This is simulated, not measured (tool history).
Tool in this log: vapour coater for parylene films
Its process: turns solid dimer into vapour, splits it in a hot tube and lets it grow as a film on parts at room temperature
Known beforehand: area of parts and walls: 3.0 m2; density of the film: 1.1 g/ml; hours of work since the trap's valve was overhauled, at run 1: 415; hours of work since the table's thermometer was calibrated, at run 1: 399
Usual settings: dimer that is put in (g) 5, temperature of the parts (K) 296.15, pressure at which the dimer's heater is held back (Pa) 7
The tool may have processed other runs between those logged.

run    day  dimer that is put in (g)  temperature of the parts (K)  pressure at which the dimer's heater is held back (Pa)  hours of work since the trap's valve was overhauled  hours of work since the table's thermometer was calibrated  thickness of the film (um)
  1      0                         5                        296.15                                                       7                                                  415                                                         399                       0.839
  2    0.4                         5                        296.15                                                       7                                                  422                                                         406                       0.826
  3  0.896                         5                        296.15                                                       7                                                  430                                                         414                       0.823
  4  1.325                         5                        296.15                                                       7                                                  437                                                         421                       0.824
  5  1.742                         5                        296.15                                                       7                                                  443                                                         427                       0.819
  6  2.212                         5                        296.15                                                       7                                                  451                                                         435                       0.821
  7  2.879                         5                        296.15                                                       7                                                  461                                                         445                       0.816
  8  3.188                         5                        296.15                                                       7                                                  466                                                         450                       0.813
  9  3.808                         5                        296.15                                                       7                                                  476                                                         460                       0.816
 10  4.212                         5                        296.15                                                       7                                                  483                                                         467                       0.812
 11  4.521                         2                        294.15                                                    2.58                                                  488                                                         472                       0.393
 12  5.075                         5                        296.15                                                       7                                                  497                                                         480                       0.811
     5.554  -- trap's valve overhauled
 13  5.854                         5                        296.15                                                       7                                                    5                                                         490                       0.937
 14  6.417                         5                        296.15                                                       7                                                   14                                                         499                        0.94
 15  6.758                         5                        297.15                                                    6.48                                                   19                                                         505                       0.897
 16  7.242                         3                        302.15                                                    5.35                                                   27                                                         512                       0.421
 17  7.804                         2                        290.15                                                    3.68                                                   36                                                         521                       0.523
 18  8.275                         5                        296.15                                                     3.1                                                   43                                                         529                       0.987
 19  8.833                         3                        296.15                                                    2.75                                                   52                                                         538                       0.603
 20  9.542                         3                        303.15                                                    3.31                                                   64                                                         549                       0.416

Forecast each of these 5 alternatives for the next run:
  A  10.067                         5                        294.15                                                       7                                                   72                                                         557                           ?
  B  10.067                         3                        292.15                                                    2.69                                                   72                                                         557                           ?
  C  10.067                         5                        295.15                                                    4.92                                                   72                                                         557                           ?
  D  10.067                         5                        292.15                                                       7                                                   72                                                         557                           ?
  E  10.067                         5                        292.15                                                    7.17                                                   72                                                         557                           ?

run  thickness of the film (um)
  A                       1.024
  B                       0.726
  C                       0.998
  D                       1.141
  E                       1.125
Without the tool's hidden state the same runs would have given:
run  thickness of the film (um)
  A                       1.031
  B                       0.732
  C                       1.005
  D                       1.149
  E                       1.133
